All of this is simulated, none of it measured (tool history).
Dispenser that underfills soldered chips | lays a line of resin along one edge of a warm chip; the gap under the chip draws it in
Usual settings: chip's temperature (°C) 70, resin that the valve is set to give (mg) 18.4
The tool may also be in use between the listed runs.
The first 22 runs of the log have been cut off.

run,hour,chip's temperature (°C),resin that the valve is set to give (mg),time until the resin shows at the far edge (s),resin that the valve gave (mg)
# hour 231.8: new syringe of resin
# hour 237.4: dispensing valve cleaned and set on the balance
23,244.6,64,18.4,180.2,18.13
# hour 250.1: new syringe of resin
24,252.2,68,21.1,85.2,21.09
# hour 267.5: new syringe of resin
25,267.8,58,20.9,120.5,20.52
26,274.9,80,16.3,78.9,16.05
# hour 283.9: new syringe of resin
27,285.8,85,22,45,21.34
28,298.1,60,17,254.5,16.38
# hour 300.9: new syringe of resin
29,305.8,79,17,71.1,16.43
30,315.5,80,23,111.7,22.06
# hour 317.4: new syringe of resin
31,329.6,80,23,98.8,21.64
# hour 334.1: new syringe of resin
# hour 336.2: dispensing valve cleaned and set on the balance
32,340.7,59,20,155.5,20.02

Consider 5 possible next runs. They are alternatives, not a sequence: every one starts from the tool as it was left by run 32. What does each give?
A,347.2,72,21.8,?,?
B,347.2,61,22.8,?,?
C,347.2,70,18.2,?,?
D,347.2,70,18.7,?,?
E,347.2,70,16.2,?,?

run,time until the resin shows at the far edge (s),resin that the valve gave (mg)
A,132.2,21.33
B,204.1,22.71
C,144.1,18.02
D,143.9,18.57
E,148,16.08
With the hidden condition removed and each run's random variation left untouched, the same runs would have given:
run,time until the resin shows at the far edge (s),resin that the valve gave (mg)
A,64,21.53
B,98.4,22.93
C,69.5,18.19
D,69.7,18.74
E,71.3,16.24
